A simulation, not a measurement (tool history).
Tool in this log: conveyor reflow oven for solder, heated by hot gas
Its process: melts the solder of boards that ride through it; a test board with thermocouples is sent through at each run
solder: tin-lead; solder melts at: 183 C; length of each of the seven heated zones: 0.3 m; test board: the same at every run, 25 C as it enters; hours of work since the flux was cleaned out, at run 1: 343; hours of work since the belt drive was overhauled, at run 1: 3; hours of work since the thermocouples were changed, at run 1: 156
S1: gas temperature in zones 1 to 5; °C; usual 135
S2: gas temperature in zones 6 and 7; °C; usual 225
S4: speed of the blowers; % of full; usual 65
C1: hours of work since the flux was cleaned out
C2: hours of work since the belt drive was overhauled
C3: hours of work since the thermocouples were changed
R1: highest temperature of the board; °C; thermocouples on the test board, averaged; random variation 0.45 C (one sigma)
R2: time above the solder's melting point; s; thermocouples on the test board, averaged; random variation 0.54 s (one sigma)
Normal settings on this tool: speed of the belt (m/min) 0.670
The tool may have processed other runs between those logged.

Run 1, hour 0.0: usual settings; C1 343; C2 3; C3 156. Result: R1 208.8 °C, R2 34.5 s.
Run 2, hour 9.2: usual settings; C1 348; C2 8; C3 161. Result: R1 209.2 °C, R2 33.6 s.
Run 3, hour 15.0: usual settings but S2 232 °C; C1 351; C2 11; C3 164. Result: R1 213.5 °C, R2 38.3 s.
Run 4, hour 22.9: usual settings but S4 57 % of full; C1 356; C2 16; C3 168. Result: R1 206.9 °C, R2 33.8 s.
Run 5, hour 31.3: usual settings but S4 57 % of full; C1 361; C2 20; C3 173. Result: R1 206.4 °C, R2 31.8 s.
Run 6, hour 35.0: usual settings but S4 57 % of full; C1 363; C2 22; C3 175. Result: R1 207.2 °C, R2 32.3 s.
Run 7, hour 39.5: usual settings; C1 365; C2 25; C3 178. Result: R1 209.6 °C, R2 34.4 s.
At hour 45.2: flux residue cleaned out of gas plates and filters.
Run 8, hour 50.0: usual settings but speed of the belt (m/min) 0.668, S4 70 % of full; C1 3; C2 28; C3 181. Result: R1 208.9 °C, R2 34.8 s.
Run 9, hour 58.0: usual settings but speed of the belt (m/min) 0.668, S4 70 % of full; C1 7; C2 33; C3 185. Result: R1 209.5 °C, R2 35.1 s.
Run 10, hour 64.4: usual settings but speed of the belt (m/min) 0.668, S4 70 % of full; C1 11; C2 36; C3 189. Result: R1 208.4 °C, R2 34.8 s.
Run 11, hour 69.6: usual settings but S2 221 °C, speed of the belt (m/min) 0.668, S4 70 % of full; C1 14; C2 39; C3 192. Result: R1 205.8 °C, R2 31.6 s.
At hour 77.1: flux residue cleaned out of gas plates and filters, once more.
Run 12, hour 80.8: usual settings but S2 221 °C, speed of the belt (m/min) 0.668, S4 70 % of full; C1 2; C2 43; C3 195. Result: R1 207.5 °C, R2 34.5 s.
Run 13, hour 88.3: usual settings but S1 136 °C, S2 221 °C, speed of the belt (m/min) 0.652, S4 50 % of full; C1 6; C2 47; C3 200. Result: R1 204.3 °C, R2 32.1 s.
Run 14, hour 93.9: usual settings but S1 123 °C, S4 83 % of full; C1 9; C2 50; C3 203. Result: R1 211.1 °C, R2 34.9 s.

Forecast each of these 4 alternatives for the next run:
Run A, hour 102.5: usual settings but S1 133 °C, S2 223 °C, S4 79 % of full; C1 14; C2 55; C3 208. Result: R1 ?, R2 ?.
Run B, hour 102.5: usual settings but S4 52 % of full; C1 14; C2 55; C3 208. Result: R1 ?, R2 ?.
Run C, hour 102.5: usual settings but S1 122 °C, S2 214 °C, S4 56 % of full; C1 14; C2 55; C3 208. Result: R1 ?, R2 ?.
Run D, hour 102.5: usual settings but S1 128 °C, S2 221 °C, S4 83 % of full; C1 14; C2 55; C3 208. Result: R1 ?, R2 ?.

run     R1    R2
  A  210.2  35.9
  B  207.0  33.0
  C  196.3  19.5
  D  209.6  33.1
Without the tool's unlogged condition, the same runs would have read:
run     R1    R2
  A  209.6  35.6
  B  206.4  32.6
  C  195.7  18.9
  D  209.0  32.8

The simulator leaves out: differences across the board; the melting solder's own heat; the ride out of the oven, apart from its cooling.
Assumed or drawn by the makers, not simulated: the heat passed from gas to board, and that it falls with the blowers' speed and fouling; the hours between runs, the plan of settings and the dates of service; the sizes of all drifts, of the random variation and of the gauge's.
